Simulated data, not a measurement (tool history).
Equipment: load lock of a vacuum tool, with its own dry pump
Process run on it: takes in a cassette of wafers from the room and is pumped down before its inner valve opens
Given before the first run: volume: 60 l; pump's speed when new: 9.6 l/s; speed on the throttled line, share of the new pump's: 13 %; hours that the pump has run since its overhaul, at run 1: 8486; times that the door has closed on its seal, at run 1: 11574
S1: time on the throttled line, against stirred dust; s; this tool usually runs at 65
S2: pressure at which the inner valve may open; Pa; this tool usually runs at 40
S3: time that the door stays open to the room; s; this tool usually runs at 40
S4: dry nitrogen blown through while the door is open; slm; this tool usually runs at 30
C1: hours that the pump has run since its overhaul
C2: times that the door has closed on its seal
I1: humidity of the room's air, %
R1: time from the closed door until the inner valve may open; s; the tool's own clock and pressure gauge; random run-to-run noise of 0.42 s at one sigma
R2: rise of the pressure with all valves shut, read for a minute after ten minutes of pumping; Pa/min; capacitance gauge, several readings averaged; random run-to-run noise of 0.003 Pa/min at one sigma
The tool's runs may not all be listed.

run    hour   S1  S2   S3  S4    C1     C2    I1     R1     R2
  1     0.0   65  40   40  30  8486  11574  44.9  109.4  0.191
  2   101.2   65  40   40  30  8588  11936  45.2  110.2  0.189
  3   192.7   65  40   40  17  8679  12263  42.0  110.2  0.200
  4   237.4   65  40   40  17  8724  12423  44.4  109.9  0.202
  5   346.1   65  40   40  30  8832  12812  48.3  109.5  0.216
  6   422.5   65  60   40  30  8909  13085  43.1  106.6  0.216
  7   489.9   65  40   40  30  8976  13326  47.9  109.6  0.226
  8   579.7   65  40   40  30  9066  13648  45.1  110.0  0.229
  9   681.1   65  40   40  30  9167  14010  43.1  110.6  0.239
 10   776.2   65  40   75  30  9263  14351  48.6  110.8  0.258
 11   843.2   43  40   40  30  9330  14590  46.2   92.2  0.257
 12   911.3   65  40   40  32  9398  14834  41.2  110.7  0.249
 13   968.3   65  40   40  32  9455  15038  42.5  110.1  0.266
 14  1036.3   65  40   83  32  9523  15281  48.8  110.6  0.274
 15  1130.3   38  40   40  30  9617  15617  43.9   86.9  0.285
 16  1235.4   38  40   40  30  9722  15993  43.4   87.2  0.286
 17  1284.9   41  40   40  30  9771  16170  43.9   89.9  0.293
 18  1335.2   65  40   40  30  9821  16350  44.6  110.8  0.299
     1399.8  -- dry pump taken out, an overhauled one fitted
 19  1399.8   65  40   40  30     0  16560  44.4  106.2  0.311
 20  1460.7   65  40   40  30    61  16778  46.8  106.2  0.307
 21  1534.6   69  40   40  30   135  17042  46.2  110.1  0.320
 22  1606.1  107  34   25  14   206  17298  43.4  144.4  0.328
 23  1715.5   65  65  121   9   316  17689  44.9  102.4  0.384
 24  1808.3   65  65  121   9   408  18021  45.7  103.2  0.390
 25  1908.9   65  65  121   9   509  18381  49.5  103.4  0.412
 26  1967.2   80  40   40  30   567  18590  45.5  120.6  0.365
 27  2046.6   79  30   40  40   647  18874  47.8  120.2  0.376
 28  2153.5   45  29   40  30   754  19256  47.6   91.3  0.382
 29  2252.5   45  49  131  30   853  19610  46.2   88.5  0.402
 30  2358.0   65  36   40  30   958  19987  43.2  106.8  0.406
 31  2434.7   88  65   26   7  1035  20262  43.6  123.4  0.425
 32  2486.9  114  40   40  30  1087  20449  50.1  148.9  0.426
 33  2553.6   63  40   46  30  1154  20687  44.1  104.5  0.432
 34  2659.6   63  33   46  30  1260  21066  45.4  106.4  0.438
 35  2766.9   63  33   46  30  1367  21450  41.9  106.6  0.454
 36  2865.3   65  66  122  30  1466  21803  40.0  103.5  0.486
 37  2954.9   79  61   40   7  1555  22123  48.3  116.6  0.498

Consider 4 possible next runs. They are alternatives, not a sequence: every one starts from the tool as it was left by run 37. What does each give?
  A  3039.7  110  61  219   7  1640  22426  42.5   ?   ?
  B  3039.7   79  61   40  34  1640  22426  42.4   ?   ?
  C  3039.7   79  49   54  10  1640  22426  51.8   ?   ?
  D  3039.7   79  61   71   7  1640  22426  44.6   ?   ?

run     R1     R2
  A  144.4  0.563
  B  115.1  0.476
  C  117.7  0.514
  D  116.2  0.519
The same runs, with their run-to-run variation unchanged, on a tool lacking any hidden condition would have given:
run     R1     R2
  A  143.4  0.091
  B  114.0  0.012
  C  116.6  0.046
  D  115.1  0.053
